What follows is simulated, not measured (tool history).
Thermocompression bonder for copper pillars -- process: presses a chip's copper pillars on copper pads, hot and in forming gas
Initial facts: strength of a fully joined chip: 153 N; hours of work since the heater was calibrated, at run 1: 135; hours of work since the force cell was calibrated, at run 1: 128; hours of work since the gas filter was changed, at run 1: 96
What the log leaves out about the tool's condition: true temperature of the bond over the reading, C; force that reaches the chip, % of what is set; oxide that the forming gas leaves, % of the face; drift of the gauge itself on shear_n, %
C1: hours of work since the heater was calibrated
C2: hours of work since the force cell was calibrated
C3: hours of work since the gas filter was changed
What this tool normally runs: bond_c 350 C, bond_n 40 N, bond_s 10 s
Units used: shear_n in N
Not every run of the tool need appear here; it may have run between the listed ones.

run 1 hour=0.0 | bond_c=350 bond_n=40 bond_s=10 | C1=135 C2=128 C3=96 | shear_n=107.2
run 2 hour=8.9 | bond_c=350 bond_n=40 bond_s=10 | C1=139 C2=132 C3=100 | shear_n=107.1
run 3 hour=14.9 | bond_c=350 bond_n=40 bond_s=10 | C1=142 C2=135 C3=103 | shear_n=105.4
run 4 hour=19.1 | bond_c=350 bond_n=40 bond_s=10 | C1=144 C2=137 C3=105 | shear_n=106.7
run 5 hour=28.3 | bond_c=351 bond_n=40 bond_s=10 | C1=148 C2=142 C3=110 | shear_n=106.1
run 6 hour=37.8 | bond_c=351 bond_n=40 bond_s=10 | C1=153 C2=146 C3=114 | shear_n=107.2
run 7 hour=46.4 | bond_c=351 bond_n=40 bond_s=10 | C1=157 C2=151 C3=118 | shear_n=106.2
run 8 hour=56.2 | bond_c=351 bond_n=40 bond_s=10 | C1=162 C2=155 C3=123 | shear_n=105.3
run 9 hour=61.4 | bond_c=351 bond_n=40 bond_s=10 | C1=164 C2=158 C3=126 | shear_n=106.5
run 10 hour=66.7 | bond_c=351 bond_n=40 bond_s=10 | C1=167 C2=160 C3=128 | shear_n=107.1
run 11 hour=71.6 | bond_c=351 bond_n=40 bond_s=10 | C1=169 C2=163 C3=131 | shear_n=105.8
run 12 hour=75.7 | bond_c=351 bond_n=40 bond_s=10 | C1=171 C2=165 C3=133 | shear_n=106.1
run 13 hour=81.4 | bond_c=351 bond_n=40 bond_s=10 | C1=174 C2=168 C3=135 | shear_n=103.7
run 14 hour=85.8 | bond_c=359 bond_n=40 bond_s=10 | C1=176 C2=170 C3=138 | shear_n=109.5
run 15 hour=95.1 | bond_c=359 bond_n=40 bond_s=10 | C1=181 C2=174 C3=142 | shear_n=110.8
run 16 hour=100.3 | bond_c=348 bond_n=40 bond_s=10 | C1=183 C2=177 C3=145 | shear_n=105.8
run 17 hour=109.5 | bond_c=348 bond_n=40 bond_s=10 | C1=188 C2=181 C3=149 | shear_n=101.4
run 18 hour=117.3 | bond_c=348 bond_n=40 bond_s=10 | C1=192 C2=185 C3=153 | shear_n=102.4
run 19 hour=122.6 | bond_c=348 bond_n=40 bond_s=5 | C1=194 C2=188 C3=155 | shear_n=83.6
run 20 hour=129.7 | bond_c=335 bond_n=31 bond_s=15 | C1=198 C2=191 C3=159 | shear_n=94.6
-- hour=131.6 force cell calibrated
run 21 hour=138.5 | bond_c=335 bond_n=31 bond_s=15 | C1=201 C2=3 C3=162 | shear_n=93.3
run 22 hour=146.1 | bond_c=335 bond_n=31 bond_s=15 | C1=205 C2=7 C3=166 | shear_n=92.3
run 23 hour=151.3 | bond_c=356 bond_n=26 bond_s=8 | C1=207 C2=10 C3=169 | shear_n=83.8
-- hour=156.6 force cell calibrated, once more
run 24 hour=162.3 | bond_c=362 bond_n=28 bond_s=8 | C1=212 C2=3 C3=173 | shear_n=89.0
run 25 hour=170.6 | bond_c=362 bond_n=28 bond_s=8 | C1=216 C2=7 C3=177 | shear_n=89.2
run 26 hour=175.3 | bond_c=326 bond_n=28 bond_s=8 | C1=218 C2=9 C3=180 | shear_n=66.6
run 27 hour=182.6 | bond_c=326 bond_n=28 bond_s=8 | C1=222 C2=13 C3=183 | shear_n=64.7
run 28 hour=192.3 | bond_c=326 bond_n=46 bond_s=17 | C1=227 C2=17 C3=188 | shear_n=105.7
run 29 hour=197.4 | bond_c=326 bond_n=46 bond_s=17 | C1=229 C2=20 C3=190 | shear_n=107.6
run 30 hour=203.4 | bond_c=367 bond_n=44 bond_s=5 | C1=232 C2=23 C3=193 | shear_n=95.6
run 31 hour=213.2 | bond_c=368 bond_n=47 bond_s=8 | C1=237 C2=28 C3=198 | shear_n=111.8
run 32 hour=222.0 | bond_c=368 bond_n=47 bond_s=8 | C1=241 C2=32 C3=202 | shear_n=112.9
run 33 hour=231.4 | bond_c=350 bond_n=49 bond_s=8 | C1=246 C2=36 C3=207 | shear_n=106.3
run 34 hour=241.3 | bond_c=350 bond_n=28 bond_s=19 | C1=250 C2=41 C3=212 | shear_n=102.9
run 35 hour=251.1 | bond_c=350 bond_n=28 bond_s=19 | C1=255 C2=46 C3=216 | shear_n=101.5
run 36 hour=255.8 | bond_c=377 bond_n=35 bond_s=10 | C1=257 C2=48 C3=219 | shear_n=110.5
run 37 hour=262.7 | bond_c=377 bond_n=35 bond_s=10 | C1=261 C2=52 C3=222 | shear_n=111.5
run 38 hour=270.5 | bond_c=378 bond_n=35 bond_s=5 | C1=265 C2=55 C3=226 | shear_n=93.2

Table of differences, measured result less the result of that run with no hidden state. Run-to-run variation is the same in both. Gauge scatter possibly is not:
run=1 shear_n=-2.2
run=2 shear_n=-2.4
run=3 shear_n=-2.5
run=4 shear_n=-2.7
run=5 shear_n=-2.8
run=6 shear_n=-3.1
run=7 shear_n=-3.1
run=8 shear_n=-3.3
run=9 shear_n=-3.5
run=10 shear_n=-3.6
run=11 shear_n=-3.6
run=12 shear_n=-3.7
run=13 shear_n=-3.7
run=14 shear_n=-4.3
run=15 shear_n=-4.6
run=16 shear_n=-4.1
run=17 shear_n=-4.1
run=18 shear_n=-4.3
run=19 shear_n=-3.0
run=20 shear_n=-3.6
run=21 shear_n=-3.5
run=22 shear_n=-3.6
run=23 shear_n=-3.1
run=24 shear_n=-4.5
run=25 shear_n=-4.7
run=26 shear_n=-2.7
run=27 shear_n=-2.9
run=28 shear_n=-6.4
run=29 shear_n=-6.5
run=30 shear_n=-6.1
run=31 shear_n=-8.1
run=32 shear_n=-8.4
run=33 shear_n=-7.5
run=34 shear_n=-7.3
run=35 shear_n=-7.4
run=36 shear_n=-8.9
run=37 shear_n=-9.1
run=38 shear_n=-7.2

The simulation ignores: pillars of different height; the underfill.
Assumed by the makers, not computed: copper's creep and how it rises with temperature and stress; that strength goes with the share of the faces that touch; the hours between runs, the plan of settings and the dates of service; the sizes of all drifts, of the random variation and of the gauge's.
